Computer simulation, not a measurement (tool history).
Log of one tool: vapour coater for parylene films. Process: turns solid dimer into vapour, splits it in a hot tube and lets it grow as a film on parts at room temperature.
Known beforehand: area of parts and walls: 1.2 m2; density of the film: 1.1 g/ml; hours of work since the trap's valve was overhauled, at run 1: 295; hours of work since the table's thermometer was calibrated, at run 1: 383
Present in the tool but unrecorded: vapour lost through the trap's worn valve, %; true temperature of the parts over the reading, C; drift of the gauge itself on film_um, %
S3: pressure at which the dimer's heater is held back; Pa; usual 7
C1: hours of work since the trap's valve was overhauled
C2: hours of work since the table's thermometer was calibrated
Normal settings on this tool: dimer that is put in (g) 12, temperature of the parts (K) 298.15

Run 1, day 0: usual settings; C1 295; C2 383. Result: thickness of the film (µm) 5.07.
Run 2, day 0.862: usual settings; C1 310; C2 398. Result: thickness of the film (µm) 5.1.
Run 3, day 2.396: usual settings; C1 337; C2 425. Result: thickness of the film (µm) 5.03.
Run 4, day 3.383: usual settings but dimer that is put in (g) 5; C1 354; C2 442. Result: thickness of the film (µm) 2.11.
Run 5, day 4.071: usual settings but dimer that is put in (g) 6; C1 366; C2 454. Result: thickness of the film (µm) 2.53.
Run 6, day 5.225: usual settings but temperature of the parts (K) 295.15; C1 386; C2 474. Result: thickness of the film (µm) 5.71.
Run 7, day 6.721: usual settings but temperature of the parts (K) 295.15; C1 412; C2 500. Result: thickness of the film (µm) 5.72.
Run 8, day 7.992: usual settings but temperature of the parts (K) 295.15; C1 434; C2 522. Result: thickness of the film (µm) 5.67.
Run 9, day 8.808: usual settings but temperature of the parts (K) 295.15; C1 448; C2 536. Result: thickness of the film (µm) 5.6.
Run 10, day 10.488: usual settings but temperature of the parts (K) 295.15; C1 477; C2 565. Result: thickness of the film (µm) 5.63.
Run 11, day 11.475: usual settings but S3 5.47 Pa; C1 494; C2 582. Result: thickness of the film (µm) 5.15.
Run 12, day 12.25: usual settings but dimer that is put in (g) 17; C1 508; C2 595. Result: thickness of the film (µm) 7.03.
At day 13.321: trap's valve overhauled.
Run 13, day 13.683: usual settings but dimer that is put in (g) 20; C1 6; C2 617. Result: thickness of the film (µm) 8.13.
Run 14, day 14.608: usual settings but dimer that is put in (g) 6; C1 22; C2 634. Result: thickness of the film (µm) 2.42.
Run 15, day 16.225: usual settings; C1 50; C2 661. Result: thickness of the film (µm) 4.8.
Run 16, day 17.583: usual settings but dimer that is put in (g) 13; C1 74; C2 685. Result: thickness of the film (µm) 5.17.
Run 17, day 18.767: usual settings but dimer that is put in (g) 13; C1 94; C2 706. Result: thickness of the film (µm) 5.25.
Run 18, day 19.879: usual settings but dimer that is put in (g) 11; C1 114; C2 725. Result: thickness of the film (µm) 4.42.
At day 20.146: trap's valve overhauled, once more.
Run 19, day 20.733: usual settings but dimer that is put in (g) 11; C1 10; C2 737. Result: thickness of the film (µm) 4.88.
Run 20, day 21.467: usual settings but temperature of the parts (K) 301.15; C1 23; C2 749. Result: thickness of the film (µm) 4.63.
Run 21, day 23.083: usual settings but S3 8.02 Pa; C1 51; C2 778. Result: thickness of the film (µm) 5.13.
Run 22, day 23.808: usual settings but temperature of the parts (K) 296.15; C1 63; C2 790. Result: thickness of the film (µm) 5.81.
Run 23, day 25.479: usual settings but temperature of the parts (K) 296.15; C1 92; C2 819. Result: thickness of the film (µm) 5.72.
Run 24, day 26.783: usual settings but dimer that is put in (g) 10, temperature of the parts (K) 291.15; C1 115; C2 842. Result: thickness of the film (µm) 5.95.
Run 25, day 28.275: usual settings but dimer that is put in (g) 13, temperature of the parts (K) 299.15, S3 3.05 Pa; C1 141; C2 867. Result: thickness of the film (µm) 6.36.
Run 26, day 29.575: usual settings but dimer that is put in (g) 8, temperature of the parts (K) 293.15, S3 2.83 Pa; C1 163; C2 890. Result: thickness of the film (µm) 5.16.
Run 27, day 31.079: usual settings but dimer that is put in (g) 9, S3 5.87 Pa; C1 190; C2 916. Result: thickness of the film (µm) 4.03.
Run 28, day 32.454: usual settings but dimer that is put in (g) 9, temperature of the parts (K) 292.15, S3 5.66 Pa; C1 213; C2 940. Result: thickness of the film (µm) 5.3.
Run 29, day 33.838: usual settings but dimer that is put in (g) 15, temperature of the parts (K) 309.15, S3 7.12 Pa; C1 237; C2 964. Result: thickness of the film (µm) 3.97.
Run 30, day 35.104: usual settings but dimer that is put in (g) 20, temperature of the parts (K) 295.15, S3 7.6 Pa; C1 259; C2 986. Result: thickness of the film (µm) 9.76.
At day 35.696: table's thermometer calibrated.
Run 31, day 36.75: usual settings but dimer that is put in (g) 6, temperature of the parts (K) 291.15, S3 7.6 Pa; C1 287; C2 18. Result: thickness of the film (µm) 3.41.
Run 32, day 37.85: usual settings but dimer that is put in (g) 6, temperature of the parts (K) 300.15, S3 3.24 Pa; C1 306; C2 37. Result: thickness of the film (µm) 2.66.
Run 33, day 39.508: usual settings but dimer that is put in (g) 9, temperature of the parts (K) 295.15, S3 2.79 Pa; C1 335; C2 66. Result: thickness of the film (µm) 5.19.
Run 34, day 40.992: usual settings but dimer that is put in (g) 6, temperature of the parts (K) 293.15, S3 6.02 Pa; C1 361; C2 92. Result: thickness of the film (µm) 3.21.
Run 35, day 42.171: usual settings but dimer that is put in (g) 6, temperature of the parts (K) 293.15, S3 6.02 Pa; C1 381; C2 112. Result: thickness of the film (µm) 3.18.
Run 36, day 43.525: usual settings but dimer that is put in (g) 6, temperature of the parts (K) 293.15, S3 6.02 Pa; C1 404; C2 136. Result: thickness of the film (µm) 3.21.
Run 37, day 44.362: usual settings but S3 8.22 Pa; C1 419; C2 150. Result: thickness of the film (µm) 4.78.
Run 38, day 45.617: usual settings but temperature of the parts (K) 290.15, S3 2.43 Pa; C1 441; C2 172. Result: thickness of the film (µm) 8.5.
Run 39, day 46.438: usual settings but dimer that is put in (g) 6, temperature of the parts (K) 297.15, S3 4.83 Pa; C1 455; C2 186. Result: thickness of the film (µm) 2.78.
Run 40, day 47.842: usual settings but dimer that is put in (g) 9, temperature of the parts (K) 294.15, S3 4.83 Pa; C1 479; C2 211. Result: thickness of the film (µm) 4.75.
Run 41, day 49.529: usual settings but dimer that is put in (g) 8, temperature of the parts (K) 307.15, S3 5.48 Pa; C1 509; C2 240. Result: thickness of the film (µm) 2.34.
Run 42, day 50.375: usual settings but temperature of the parts (K) 297.15; C1 523; C2 254. Result: thickness of the film (µm) 5.14.

Alternative continuations, all from the tool just after run 42; predict every row:
At day 50.662: trap's valve overhauled.
Run A, day 51.733: usual settings but dimer that is put in (g) 17, temperature of the parts (K) 297.15, S3 2.75 Pa; C1 19; C2 275. Result: thickness of the film (µm) ?.
At day 50.662: trap's valve overhauled.
Run B, day 51.733: usual settings but dimer that is put in (g) 14, temperature of the parts (K) 297.15, S3 3 Pa; C1 19; C2 275. Result: thickness of the film (µm) ?.
At day 50.662: trap's valve overhauled.
Run C, day 51.733: usual settings but S3 5.53 Pa; C1 19; C2 275. Result: thickness of the film (µm) ?.
At day 50.662: trap's valve overhauled.
Run D, day 51.733: usual settings but dimer that is put in (g) 6, temperature of the parts (K) 297.15; C1 19; C2 275. Result: thickness of the film (µm) ?.

run  thickness of the film (µm)
  A                        9.29
  B                        7.43
  C                        5.52
  D                        2.76
What these runs would have given with no unlogged condition in the tool:
run  thickness of the film (µm)
  A                        9.24
  B                         7.4
  C                        5.49
  D                        2.75
